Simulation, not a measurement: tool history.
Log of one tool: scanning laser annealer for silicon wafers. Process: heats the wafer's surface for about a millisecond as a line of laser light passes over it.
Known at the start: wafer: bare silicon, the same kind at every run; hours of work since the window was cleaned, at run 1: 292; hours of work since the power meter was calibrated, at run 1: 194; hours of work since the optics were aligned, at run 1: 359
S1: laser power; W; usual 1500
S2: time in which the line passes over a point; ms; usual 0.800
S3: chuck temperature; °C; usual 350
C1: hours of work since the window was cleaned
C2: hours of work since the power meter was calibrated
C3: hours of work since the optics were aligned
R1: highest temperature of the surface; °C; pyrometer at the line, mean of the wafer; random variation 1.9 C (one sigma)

{"run": 1, "day": 0.0, "S1": 1500, "S2": 0.8, "S3": 350, "C1": 292, "C2": 194, "C3": 359, "R1": 1072}
{"run": 2, "day": 1.2, "S1": 1500, "S2": 0.8, "S3": 350, "C1": 310, "C2": 213, "C3": 378, "R1": 1076}
{"run": 3, "day": 2.512, "S1": 1500, "S2": 0.8, "S3": 350, "C1": 331, "C2": 234, "C3": 398, "R1": 1074}
{"run": 4, "day": 3.825, "S1": 1500, "S2": 0.8, "S3": 350, "C1": 351, "C2": 254, "C3": 419, "R1": 1074}
{"run": 5, "day": 5.412, "S1": 1500, "S2": 0.8, "S3": 350, "C1": 376, "C2": 279, "C3": 444, "R1": 1071}
{"run": 6, "day": 6.671, "S1": 1500, "S2": 0.8, "S3": 350, "C1": 396, "C2": 299, "C3": 463, "R1": 1072}
{"run": 7, "day": 7.729, "S1": 1500, "S2": 0.8, "S3": 350, "C1": 412, "C2": 315, "C3": 480, "R1": 1072}
{"run": 8, "day": 9.254, "S1": 1638, "S2": 0.8, "S3": 350, "C1": 436, "C2": 339, "C3": 504, "R1": 1140}
{"run": 9, "day": 10.538, "S1": 1638, "S2": 0.8, "S3": 350, "C1": 456, "C2": 359, "C3": 524, "R1": 1136}
{"run": 10, "day": 11.858, "S1": 1638, "S2": 0.8, "S3": 350, "C1": 477, "C2": 380, "C3": 544, "R1": 1135}
{"run": 11, "day": 12.971, "S1": 1500, "S2": 0.8, "S3": 350, "C1": 494, "C2": 397, "C3": 562, "R1": 1068}
{"run": 12, "day": 13.671, "S1": 1500, "S2": 0.948, "S3": 350, "C1": 505, "C2": 408, "C3": 573, "R1": 1140}
{"run": 13, "day": 14.333, "S1": 1500, "S2": 0.8, "S3": 311, "C1": 515, "C2": 418, "C3": 583, "R1": 1032}
{"run": 14, "day": 15.342, "S1": 1500, "S2": 0.8, "S3": 350, "C1": 531, "C2": 434, "C3": 599, "R1": 1073}
{"run": 15, "day": 16.617, "S1": 1500, "S2": 0.8, "S3": 350, "C1": 551, "C2": 454, "C3": 619, "R1": 1068}
{"run": 16, "day": 17.575, "S1": 1398, "S2": 0.739, "S3": 388, "C1": 566, "C2": 469, "C3": 634, "R1": 1026}
{"run": 17, "day": 18.904, "S1": 1500, "S2": 0.82, "S3": 339, "C1": 587, "C2": 490, "C3": 654, "R1": 1068}
{"run": 18, "day": 19.717, "S1": 1500, "S2": 0.8, "S3": 382, "C1": 600, "C2": 502, "C3": 667, "R1": 1100}
{"run": 19, "day": 20.925, "S1": 1500, "S2": 0.815, "S3": 376, "C1": 618, "C2": 521, "C3": 686, "R1": 1101}
{"run": 20, "day": 22.175, "S1": 1500, "S2": 0.815, "S3": 376, "C1": 638, "C2": 541, "C3": 706, "R1": 1097}
{"run": 21, "day": 23.254, "S1": 1500, "S2": 0.815, "S3": 376, "C1": 655, "C2": 558, "C3": 722, "R1": 1098}
{"run": 22, "day": 24.158, "S1": 1531, "S2": 0.982, "S3": 349, "C1": 669, "C2": 572, "C3": 737, "R1": 1166}
{"run": 23, "day": 25.55, "S1": 1285, "S2": 0.998, "S3": 344, "C1": 691, "C2": 594, "C3": 758, "R1": 1038}
{"run": 24, "day": 26.329, "S1": 1334, "S2": 0.707, "S3": 377, "C1": 703, "C2": 606, "C3": 770, "R1": 968}
{"run": 25, "day": 27.775, "S1": 1334, "S2": 0.707, "S3": 377, "C1": 725, "C2": 628, "C3": 793, "R1": 966}
{"day": 28.512, "done": "window over the wafer cleaned"}
{"run": 26, "day": 28.692, "S1": 1357, "S2": 0.707, "S3": 388, "C1": 3, "C2": 641, "C3": 806, "R1": 1002}
{"run": 27, "day": 30.296, "S1": 1606, "S2": 0.8, "S3": 338, "C1": 28, "C2": 666, "C3": 831, "R1": 1114}
{"run": 28, "day": 31.788, "S1": 1538, "S2": 0.692, "S3": 338, "C1": 51, "C2": 690, "C3": 854, "R1": 1024}
{"run": 29, "day": 32.925, "S1": 1464, "S2": 0.879, "S3": 350, "C1": 69, "C2": 707, "C3": 872, "R1": 1099}

4 ways to go on from here, each from the tool as it stands after run 29. What would each give?
{"run": "A", "day": 34.038, "S1": 1302, "S2": 0.879, "S3": 378, "C1": 86, "C2": 725, "C3": 889, "R1": "?"}
{"run": "B", "day": 34.038, "S1": 1414, "S2": 0.623, "S3": 350, "C1": 86, "C2": 725, "C3": 889, "R1": "?"}
{"run": "C", "day": 34.038, "S1": 1512, "S2": 0.8, "S3": 386, "C1": 86, "C2": 725, "C3": 889, "R1": "?"}
{"run": "D", "day": 34.038, "S1": 1584, "S2": 0.742, "S3": 341, "C1": 86, "C2": 725, "C3": 889, "R1": "?"}

run=A R1=1040
run=B R1=944
run=C R1=1116
run=D R1=1072
Without the tool's hidden state the same runs would have given:
run=A R1=1049
run=B R1=952
run=C R1=1126
run=D R1=1082
